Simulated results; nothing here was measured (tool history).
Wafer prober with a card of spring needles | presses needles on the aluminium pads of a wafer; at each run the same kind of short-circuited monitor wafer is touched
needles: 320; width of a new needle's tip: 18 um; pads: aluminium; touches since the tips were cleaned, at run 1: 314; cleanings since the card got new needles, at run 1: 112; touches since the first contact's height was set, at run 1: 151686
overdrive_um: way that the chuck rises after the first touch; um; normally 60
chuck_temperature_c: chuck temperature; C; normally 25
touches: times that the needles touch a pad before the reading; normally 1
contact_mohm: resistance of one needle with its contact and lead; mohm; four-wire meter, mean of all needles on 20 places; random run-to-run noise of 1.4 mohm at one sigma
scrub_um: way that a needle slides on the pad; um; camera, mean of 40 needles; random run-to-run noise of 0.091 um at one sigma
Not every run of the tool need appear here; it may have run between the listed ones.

run     day  overdrive_um  chuck_temperature_c  touches  touches since the tips were cleaned  cleanings since the card got new needles  touches since the first contact's height was set  contact_mohm  scrub_um
  1   0.000            60                   25        1                                  314                                       112                                            151686           150     12.24
      0.283  -- tips cleaned on abrasive film
      0.638  -- tips cleaned on abrasive film
  2   0.721            60                   25        1                                 1205                                       114                                            161796           208     12.02
      0.938  -- tips cleaned on abrasive film
      1.288  -- tips cleaned on abrasive film
      1.571  -- tips cleaned on abrasive film
      1.917  -- tips cleaned on abrasive film
      2.142  -- height of the first contact set anew
      2.229  -- tips cleaned on abrasive film
  3   2.229            60                   25        2                                    0                                       119                                              1187           131     12.67
      2.512  -- tips cleaned on abrasive film
      2.796  -- tips cleaned on abrasive film
  4   2.896            60                   52        1                                 1419                                       121                                             10522           192     12.67
      3.112  -- tips cleaned on abrasive film
      3.396  -- tips cleaned on abrasive film
      3.750  -- tips cleaned on abrasive film
  5   3.925            60                   25        1                                 2493                                       124                                             24888           235     12.60
      4.067  -- tips cleaned on abrasive film
      4.421  -- tips cleaned on abrasive film
      4.704  -- tips cleaned on abrasive film
      4.988  -- tips cleaned on abrasive film
      5.200  -- tips cleaned on abrasive film, once more
      5.533  -- tips cleaned on abrasive film
  6   5.533            60                   25        1                                    0                                       130                                             47310           135     12.64
      5.817  -- tips cleaned on abrasive film
      6.100  -- tips cleaned on abrasive film
      6.454  -- tips cleaned on abrasive film
      6.808  -- tips cleaned on abrasive film
  7   6.950            60                   25        1                                 2032                                       134                                             67152           212     12.52
      7.096  -- tips cleaned on abrasive film
      7.450  -- tips cleaned on abrasive film
      7.800  -- tips cleaned on abrasive film
  8   7.842            60                   25        1                                  581                                       137                                             79592           161     12.64
      8.121  -- tips cleaned on abrasive film
      8.408  -- tips cleaned on abrasive film
      8.758  -- tips cleaned on abrasive film
  9   8.858            60                   69        1                                 1398                                       140                                             93776           211     12.30
      9.071  -- tips cleaned on abrasive film
      9.425  -- tips cleaned on abrasive film
      9.708  -- tips cleaned on abrasive film
 10   9.779            60                   61        1                                 1007                                       143                                            106655           182     12.37
      9.996  -- tips cleaned on abrasive film
     10.279  -- tips cleaned on abrasive film
     10.629  -- tips cleaned on abrasive film
 11  10.904            60                   42        1                                 3870                                       146                                            122389           294     12.28
     10.979  -- tips cleaned on abrasive film
     11.333  -- tips cleaned on abrasive film
     11.683  -- tips cleaned on abrasive film
     12.033  -- tips cleaned on abrasive film
 12  12.308            60                   42        1                                 3860                                       150                                            142023           293     12.28
     12.383  -- tips cleaned on abrasive film
     12.667  -- tips cleaned on abrasive film
     13.021  -- tips cleaned on abrasive film
 13  13.250            60                   42        1                                 3274                                       153                                            155191           286     12.22
     13.325  -- tips cleaned on abrasive film
     13.675  -- tips cleaned on abrasive film
     13.975  -- tips cleaned on abrasive film
 14  13.975            72                   28        1                                    0                                       156                                            165268           131     14.63
     14.329  -- tips cleaned on abrasive film
     14.612  -- tips cleaned on abrasive film
     14.967  -- tips cleaned on abrasive film
     15.117  -- height of the first contact set anew
 15  15.233            79                   74        1                                 3611                                       159                                              1633           207     16.78
     15.308  -- tips cleaned on abrasive film
     15.662  -- tips cleaned on abrasive film
     15.992  -- tips cleaned on abrasive film
 16  15.992            79                   74        1                                    0                                       162                                             12209           131     16.67
     16.346  -- tips cleaned on abrasive film
     16.700  -- tips cleaned on abrasive film
     17.050  -- tips cleaned on abrasive film
 17  17.321            79                   74        1                                 3828                                       165                                             30841           212     16.63
     17.396  -- tips cleaned on abrasive film
     17.679  -- tips cleaned on abrasive film
     18.033  -- tips cleaned on abrasive film
     18.317  -- tips cleaned on abrasive film
 18  18.583            79                   74        1                                 3803                                       169                                             48495           220     16.63
     18.658  -- tips cleaned on abrasive film
     18.942  -- tips cleaned on abrasive film
     19.296  -- tips cleaned on abrasive film
     19.650  -- tips cleaned on abrasive film
     19.933  -- tips cleaned on abrasive film
 19  20.171            66                   25        1                                 3377                                       174                                             70670           251     13.77
     20.246  -- tips cleaned on abrasive film
     20.600  -- tips cleaned on abrasive film
 20  20.842            79                   25        2                                 3437                                       176                                             80043           173     16.59
     20.917  -- tips cleaned on abrasive film
     21.200  -- tips cleaned on abrasive film
     21.554  -- tips cleaned on abrasive film
     21.838  -- tips cleaned on abrasive film
 21  21.946            54                   48        1                                 1543                                       180                                             95436           234     11.13
     22.162  -- tips cleaned on abrasive film
     22.512  -- tips cleaned on abrasive film
     22.867  -- tips cleaned on abrasive film
 22  23.071            63                   85        3                                 2908                                       183                                            111187           180     12.92
     23.217  -- tips cleaned on abrasive film
     23.571  -- tips cleaned on abrasive film
     23.925  -- tips cleaned on abrasive film
     24.279  -- tips cleaned on abrasive film
 23  24.388            41                   32        2                                 1578                                       187                                            129585           242      8.21
     24.596  -- tips cleaned on abrasive film
     24.946  -- tips cleaned on abrasive film
 24  25.158            41                   32        2                                 2988                                       189                                            140355           322      8.24
     25.229  -- tips cleaned on abrasive film
     25.583  -- tips cleaned on abrasive film
     25.938  -- tips cleaned on abrasive film
 25  26.042            49                   42        1                                 1484                                       192                                            152676           275      9.75

How would selected steps in contact_mohm from run to run divide? Give the signed amount a tool lacking its hidden state would still show from settings, what came in and random variation, and the signed amount left for the hidden state, including any gauge scatter that is not in both of the compared results.
The hidden state here: debris on the tips, nm; way that the needles fall short of the set height, um; tips' diameter, um; drift of the gauge itself on contact_mohm, %; drift of the gauge itself on scrub_um, %.
Run 10 -> 11: chuck_temperature_c 61 -> 42, tips cleaned on abrasive film, tips cleaned on abrasive film, tips cleaned on abrasive film. contact_mohm +112 mohm: hidden state +113, all else -1.
Run 13 -> 14: overdrive_um 60 -> 72, chuck_temperature_c 42 -> 28, tips cleaned on abrasive film, tips cleaned on abrasive film, tips cleaned on abrasive film. contact_mohm -155 mohm: hidden state -144, all else -11.

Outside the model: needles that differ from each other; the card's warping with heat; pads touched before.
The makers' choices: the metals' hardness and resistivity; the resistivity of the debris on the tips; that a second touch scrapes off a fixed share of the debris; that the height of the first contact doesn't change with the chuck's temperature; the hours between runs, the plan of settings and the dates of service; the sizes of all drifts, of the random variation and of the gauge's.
